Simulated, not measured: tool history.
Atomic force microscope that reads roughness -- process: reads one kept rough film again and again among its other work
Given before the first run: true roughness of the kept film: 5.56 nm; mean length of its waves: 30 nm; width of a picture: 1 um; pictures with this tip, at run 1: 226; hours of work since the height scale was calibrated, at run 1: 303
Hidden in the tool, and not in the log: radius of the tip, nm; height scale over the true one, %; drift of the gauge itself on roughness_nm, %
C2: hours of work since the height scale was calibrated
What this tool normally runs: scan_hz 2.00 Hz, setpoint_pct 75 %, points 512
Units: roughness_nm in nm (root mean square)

run 1 hour=0.0 | scan_hz=2.00 setpoint_pct=75 points=512 | pictures_with_this_tip=226 C2=303 | roughness_nm=3.278
run 2 hour=14.1 | scan_hz=2.00 setpoint_pct=75 points=512 | pictures_with_this_tip=242 C2=313 | roughness_nm=3.270
run 3 hour=26.4 | scan_hz=2.00 setpoint_pct=75 points=512 | pictures_with_this_tip=256 C2=322 | roughness_nm=3.229
run 4 hour=45.0 | scan_hz=2.00 setpoint_pct=75 points=512 | pictures_with_this_tip=277 C2=335 | roughness_nm=3.201
run 5 hour=59.5 | scan_hz=2.00 setpoint_pct=75 points=512 | pictures_with_this_tip=293 C2=346 | roughness_nm=3.114
run 6 hour=75.0 | scan_hz=2.00 setpoint_pct=75 points=512 | pictures_with_this_tip=311 C2=357 | roughness_nm=3.108
run 7 hour=87.3 | scan_hz=2.00 setpoint_pct=75 points=512 | pictures_with_this_tip=325 C2=366 | roughness_nm=3.068
run 8 hour=105.9 | scan_hz=2.00 setpoint_pct=75 points=512 | pictures_with_this_tip=346 C2=379 | roughness_nm=3.035
-- hour=116.5 new tip fitted
run 9 hour=117.0 | scan_hz=2.00 setpoint_pct=61 points=512 | pictures_with_this_tip=0 C2=386 | roughness_nm=4.191
run 10 hour=128.6 | scan_hz=2.00 setpoint_pct=61 points=512 | pictures_with_this_tip=14 C2=395 | roughness_nm=4.189
run 11 hour=136.6 | scan_hz=2.00 setpoint_pct=61 points=322 | pictures_with_this_tip=23 C2=400 | roughness_nm=4.090
run 12 hour=147.3 | scan_hz=2.00 setpoint_pct=75 points=512 | pictures_with_this_tip=35 C2=408 | roughness_nm=3.803
run 13 hour=163.1 | scan_hz=2.00 setpoint_pct=75 points=407 | pictures_with_this_tip=52 C2=419 | roughness_nm=3.754
run 14 hour=177.5 | scan_hz=2.00 setpoint_pct=75 points=407 | pictures_with_this_tip=69 C2=430 | roughness_nm=3.701
run 15 hour=189.6 | scan_hz=2.00 setpoint_pct=75 points=923 | pictures_with_this_tip=82 C2=438 | roughness_nm=3.672
run 16 hour=198.3 | scan_hz=2.00 setpoint_pct=66 points=512 | pictures_with_this_tip=92 C2=445 | roughness_nm=3.856
run 17 hour=214.7 | scan_hz=2.00 setpoint_pct=66 points=512 | pictures_with_this_tip=111 C2=456 | roughness_nm=3.752
run 18 hour=231.7 | scan_hz=2.00 setpoint_pct=66 points=512 | pictures_with_this_tip=130 C2=469 | roughness_nm=3.698
run 19 hour=243.2 | scan_hz=2.00 setpoint_pct=66 points=512 | pictures_with_this_tip=143 C2=477 | roughness_nm=3.651
run 20 hour=251.9 | scan_hz=2.00 setpoint_pct=66 points=512 | pictures_with_this_tip=152 C2=483 | roughness_nm=3.687
run 21 hour=269.7 | scan_hz=2.00 setpoint_pct=66 points=512 | pictures_with_this_tip=173 C2=496 | roughness_nm=3.606
run 22 hour=277.7 | scan_hz=2.00 setpoint_pct=66 points=512 | pictures_with_this_tip=182 C2=501 | roughness_nm=3.578
run 23 hour=288.7 | scan_hz=1.63 setpoint_pct=66 points=512 | pictures_with_this_tip=194 C2=509 | roughness_nm=3.598
run 24 hour=306.8 | scan_hz=1.63 setpoint_pct=66 points=512 | pictures_with_this_tip=214 C2=522 | roughness_nm=3.547
run 25 hour=322.8 | scan_hz=1.63 setpoint_pct=66 points=512 | pictures_with_this_tip=232 C2=534 | roughness_nm=3.471
run 26 hour=341.5 | scan_hz=1.63 setpoint_pct=66 points=512 | pictures_with_this_tip=253 C2=547 | roughness_nm=3.472
run 27 hour=354.7 | scan_hz=1.86 setpoint_pct=84 points=1018 | pictures_with_this_tip=268 C2=556 | roughness_nm=3.029
run 28 hour=367.9 | scan_hz=1.56 setpoint_pct=83 points=673 | pictures_with_this_tip=283 C2=566 | roughness_nm=3.102
run 29 hour=376.7 | scan_hz=3.87 setpoint_pct=90 points=431 | pictures_with_this_tip=293 C2=572 | roughness_nm=2.291
run 30 hour=394.8 | scan_hz=3.87 setpoint_pct=90 points=431 | pictures_with_this_tip=313 C2=585 | roughness_nm=2.256
run 31 hour=410.6 | scan_hz=3.87 setpoint_pct=90 points=431 | pictures_with_this_tip=331 C2=596 | roughness_nm=2.213
run 32 hour=426.8 | scan_hz=3.87 setpoint_pct=90 points=431 | pictures_with_this_tip=350 C2=608 | roughness_nm=2.216
-- hour=433.8 new tip fitted
run 33 hour=443.0 | scan_hz=2.21 setpoint_pct=75 points=512 | pictures_with_this_tip=10 C2=619 | roughness_nm=3.824
run 34 hour=461.8 | scan_hz=2.12 setpoint_pct=75 points=512 | pictures_with_this_tip=31 C2=633 | roughness_nm=3.771
run 35 hour=479.9 | scan_hz=1.42 setpoint_pct=67 points=740 | pictures_with_this_tip=52 C2=646 | roughness_nm=4.001
run 36 hour=489.4 | scan_hz=1.42 setpoint_pct=66 points=740 | pictures_with_this_tip=62 C2=652 | roughness_nm=3.997
run 37 hour=501.7 | scan_hz=1.42 setpoint_pct=66 points=740 | pictures_with_this_tip=76 C2=661 | roughness_nm=3.959
run 38 hour=510.6 | scan_hz=1.19 setpoint_pct=62 points=910 | pictures_with_this_tip=86 C2=668 | roughness_nm=4.021
run 39 hour=521.5 | scan_hz=3.38 setpoint_pct=68 points=910 | pictures_with_this_tip=99 C2=675 | roughness_nm=3.551
run 40 hour=534.0 | scan_hz=2.00 setpoint_pct=75 points=748 | pictures_with_this_tip=113 C2=684 | roughness_nm=3.564
run 41 hour=548.2 | scan_hz=2.00 setpoint_pct=75 points=748 | pictures_with_this_tip=129 C2=695 | roughness_nm=3.542
run 42 hour=557.0 | scan_hz=0.53 setpoint_pct=60 points=911 | pictures_with_this_tip=139 C2=701 | roughness_nm=3.933
run 43 hour=565.4 | scan_hz=2.00 setpoint_pct=75 points=414 | pictures_with_this_tip=148 C2=707 | roughness_nm=3.458
run 44 hour=583.9 | scan_hz=1.68 setpoint_pct=75 points=512 | pictures_with_this_tip=169 C2=720 | roughness_nm=3.494
run 45 hour=600.4 | scan_hz=1.13 setpoint_pct=90 points=897 | pictures_with_this_tip=187 C2=732 | roughness_nm=3.286
run 46 hour=613.3 | scan_hz=1.13 setpoint_pct=90 points=897 | pictures_with_this_tip=202 C2=741 | roughness_nm=3.265
run 47 hour=629.5 | scan_hz=1.41 setpoint_pct=86 points=529 | pictures_with_this_tip=220 C2=753 | roughness_nm=3.209
run 48 hour=647.0 | scan_hz=2.00 setpoint_pct=75 points=918 | pictures_with_this_tip=240 C2=765 | roughness_nm=3.263
run 49 hour=663.5 | scan_hz=2.00 setpoint_pct=74 points=603 | pictures_with_this_tip=259 C2=777 | roughness_nm=3.231
run 50 hour=679.2 | scan_hz=2.00 setpoint_pct=74 points=603 | pictures_with_this_tip=276 C2=788 | roughness_nm=3.190
run 51 hour=694.9 | scan_hz=2.00 setpoint_pct=74 points=603 | pictures_with_this_tip=294 C2=799 | roughness_nm=3.168

Branching from run 51: 4 alternative next runs. What would each branch give?
run A hour=705.0 | scan_hz=3.26 setpoint_pct=77 points=407 | pictures_with_this_tip=305 C2=807 | roughness_nm=?
run B hour=705.0 | scan_hz=2.00 setpoint_pct=81 points=512 | pictures_with_this_tip=305 C2=807 | roughness_nm=?
run C hour=705.0 | scan_hz=0.70 setpoint_pct=74 points=351 | pictures_with_this_tip=305 C2=807 | roughness_nm=?
run D hour=705.0 | scan_hz=2.55 setpoint_pct=74 points=376 | pictures_with_this_tip=305 C2=807 | roughness_nm=?

run=A roughness_nm=2.832
run=B roughness_nm=2.994
run=C roughness_nm=3.389
run=D roughness_nm=3.013
Without the tool's hidden state the same runs would have given:
run=A roughness_nm=3.537
run=B roughness_nm=3.739
run=C roughness_nm=4.234
run=D roughness_nm=3.764
